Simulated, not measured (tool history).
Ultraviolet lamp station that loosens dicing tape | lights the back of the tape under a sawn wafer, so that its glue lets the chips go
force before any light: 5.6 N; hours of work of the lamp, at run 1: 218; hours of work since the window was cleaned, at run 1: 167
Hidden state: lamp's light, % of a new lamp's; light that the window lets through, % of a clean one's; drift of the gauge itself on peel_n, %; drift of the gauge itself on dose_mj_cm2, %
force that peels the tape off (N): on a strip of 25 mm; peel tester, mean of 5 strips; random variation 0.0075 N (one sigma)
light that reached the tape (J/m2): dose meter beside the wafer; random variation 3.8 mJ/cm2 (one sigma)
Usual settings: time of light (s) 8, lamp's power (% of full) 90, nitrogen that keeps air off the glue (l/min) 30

run,hour,time of light (s),lamp's power (% of full),nitrogen that keeps air off the glue (l/min),hours of work of the lamp,hours of work since the window was cleaned,force that peels the tape off (N),light that reached the tape (J/m2)
1,0.0,8,90,30,218,167,0.281,6580
2,11.7,8,90,30,227,176,0.279,6600
3,18.5,8,90,30,232,181,0.270,6580
4,24.6,8,90,30,236,185,0.286,6580
5,30.7,8,90,30,241,190,0.283,6580
6,40.0,8,90,30,248,197,0.275,6500
7,47.2,8,90,18,253,202,0.348,6510
8,57.9,8,90,18,261,210,0.339,6600
9,65.2,8,90,18,266,215,0.360,6560
10,74.6,8,90,18,273,222,0.353,6540
11,85.2,8,90,18,281,230,0.374,6600
12,97.1,8,74,30,290,239,0.422,5390
13,106.6,8,95,30,297,246,0.263,6910
14,116.1,8,74,30,304,253,0.426,5400
15,121.9,8,74,30,309,258,0.422,5380
16,133.7,8,74,30,317,266,0.423,5420
17,139.8,8,74,30,322,271,0.441,5340
18,151.0,8,74,30,330,279,0.422,5430
19,158.4,8,74,30,336,285,0.421,5380
20,168.8,8,85,30,343,293,0.318,6210
21,174.4,8,85,30,348,297,0.320,6220
22,184.1,8,85,30,355,304,0.330,6150
23,195.4,8,85,30,363,312,0.328,6200
24,203.0,8,85,30,369,318,0.321,6180
25,213.2,6,61,30,376,326,1.089,3310
26,222.0,6,61,57,383,332,0.946,3290
27,232.3,6,61,57,391,340,0.945,3320
28,237.4,4,67,57,394,344,1.443,2440
29,248.7,8,78,44,403,352,0.326,5720
30,260.1,8,62,22,411,360,0.704,4510
31,267.0,8,82,48,416,366,0.285,5990
32,279.0,11,98,10,425,374,0.192,9820
33,287.5,14,98,30,432,381,0.107,12500
34,297.1,5,98,22,439,388,0.723,4450
35,307.4,5,75,22,446,396,1.135,3410
36,317.1,5,75,22,454,403,1.137,3420
37,325.6,5,75,22,460,409,1.170,3390
38,334.8,5,65,30,467,416,1.270,3010
39,343.3,8,64,30,473,422,0.580,4700
40,353.3,8,97,30,481,430,0.241,7080
# hour 356.4: window cleaned of glue's vapour
41,363.3,9,84,10,488,5,0.422,6830
42,374.0,9,66,14,496,13,0.581,5360
43,379.2,5,71,14,499,17,1.408,3230

5 ways to go on from here, each from the tool as it stands after run 43. What would each give?
A,390.3,8,90,35,508,25,?,?
B,390.3,8,90,16,508,25,?,?
C,390.3,5,96,15,508,25,?,?
D,390.3,13,68,30,508,25,?,?
E,390.3,15,69,43,508,25,?,?

run,force that peels the tape off (N),light that reached the tape (J/m2)
A,0.269,6630
B,0.399,6570
C,0.870,4340
D,0.187,8110
E,0.136,9430
Without the tool's hidden state the same runs would have given:
run,force that peels the tape off (N),light that reached the tape (J/m2)
A,0.268,6640
B,0.398,6570
C,0.868,4350
D,0.187,8120
E,0.136,9440

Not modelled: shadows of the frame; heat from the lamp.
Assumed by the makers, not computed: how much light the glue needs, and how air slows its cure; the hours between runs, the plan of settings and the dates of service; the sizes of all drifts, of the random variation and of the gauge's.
